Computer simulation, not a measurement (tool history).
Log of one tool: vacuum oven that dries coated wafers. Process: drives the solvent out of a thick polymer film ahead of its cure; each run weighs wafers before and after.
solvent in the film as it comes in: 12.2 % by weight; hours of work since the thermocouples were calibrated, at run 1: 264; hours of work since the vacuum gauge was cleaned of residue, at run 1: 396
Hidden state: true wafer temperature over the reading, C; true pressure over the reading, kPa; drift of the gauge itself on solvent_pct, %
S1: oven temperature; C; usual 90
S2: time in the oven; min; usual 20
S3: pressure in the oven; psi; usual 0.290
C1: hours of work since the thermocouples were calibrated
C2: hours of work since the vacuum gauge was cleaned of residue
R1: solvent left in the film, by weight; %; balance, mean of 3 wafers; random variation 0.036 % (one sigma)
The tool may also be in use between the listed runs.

run	hour	S1	S2	S3	C1	C2	R1
1	0.0	90	20	0.290	264	396	1.43
2	10.2	90	20	0.290	272	404	1.41
3	17.7	98	20	0.290	278	410	0.80
4	29.1	90	20	0.290	287	419	1.39
5	35.3	90	20	0.290	291	423	1.38
6	42.1	90	20	0.290	296	428	1.43
7	49.8	90	20	0.290	302	434	1.35
8	56.6	90	20	0.290	308	439	1.37
9	62.9	90	20	0.290	312	444	1.39
10	75.8	104	20	0.290	322	454	0.65
11	86.6	90	20	0.290	330	462	1.42
12	92.8	90	20	0.290	335	467	1.36
13	103.7	76	20	0.290	343	475	3.68
14	111.1	90	20	0.245	349	481	1.27
15	118.8	90	20	0.245	355	487	1.25
16	129.3	90	28	0.290	363	495	1.13
17	136.2	90	28	0.290	368	500	1.12
18	145.7	90	28	0.290	375	507	1.19
19	152.7	90	28	0.290	381	513	1.11
20	164.2	92	20	0.290	390	521	1.23
21	176.3	92	20	0.290	399	531	1.27
22	184.3	92	20	0.290	405	537	1.26
23	192.2	92	20	0.290	411	543	1.18
24	198.3	92	36	1.127	415	547	3.65
25	203.9	88	25	0.661	420	552	2.71
26	214.7	88	25	0.661	428	560	2.73
27	225.1	88	25	0.661	436	568	2.74
28	237.6	88	34	0.521	445	577	2.01
29	248.9	101	34	0.210	454	586	0.55
30	261.6	91	34	0.310	464	596	1.11
31	272.6	99	13	0.888	472	604	2.55
32	281.5	96	11	0.325	479	611	1.81
33	286.9	90	20	0.989	483	615	3.73
34	292.4	90	13	0.290	487	619	2.22
35	301.8	82	34	0.673	494	626	3.40
36	313.6	82	32	0.811	503	635	4.18
37	323.8	82	20	0.893	511	643	5.13
38	332.9	96	20	0.569	518	650	1.80
39	344.0	94	19	0.374	526	658	1.39
40	353.1	90	23	0.940	533	665	3.46
41	364.6	99	35	0.155	542	674	0.42
42	375.9	99	20	0.479	551	683	1.30
43	388.8	90	15	0.441	561	692	2.41
44	396.6	90	15	0.441	566	698	2.43
45	406.1	77	30	0.983	574	706	6.25
46	412.6	90	13	0.290	579	711	2.31

Measured less the same run without the tool's hidden state. The same run-to-run variation is in both; the gauge's scatter may not be:
run	R1
1	+0.09
2	+0.09
3	+0.05
4	+0.10
5	+0.10
6	+0.10
7	+0.10
8	+0.11
9	+0.11
10	+0.05
11	+0.11
12	+0.11
13	+0.22
14	+0.11
15	+0.11
16	+0.09
17	+0.10
18	+0.10
19	+0.09
20	+0.12
21	+0.11
22	+0.12
23	+0.11
24	+0.16
25	+0.17
26	+0.17
27	+0.18
28	+0.14
29	+0.05
30	+0.10
31	+0.16
32	+0.18
33	+0.23
34	+0.22
35	+0.25
36	+0.28
37	+0.33
38	+0.14
39	+0.14
40	+0.23
41	+0.06
42	+0.12
43	+0.24
44	+0.24
45	+0.43
46	+0.25

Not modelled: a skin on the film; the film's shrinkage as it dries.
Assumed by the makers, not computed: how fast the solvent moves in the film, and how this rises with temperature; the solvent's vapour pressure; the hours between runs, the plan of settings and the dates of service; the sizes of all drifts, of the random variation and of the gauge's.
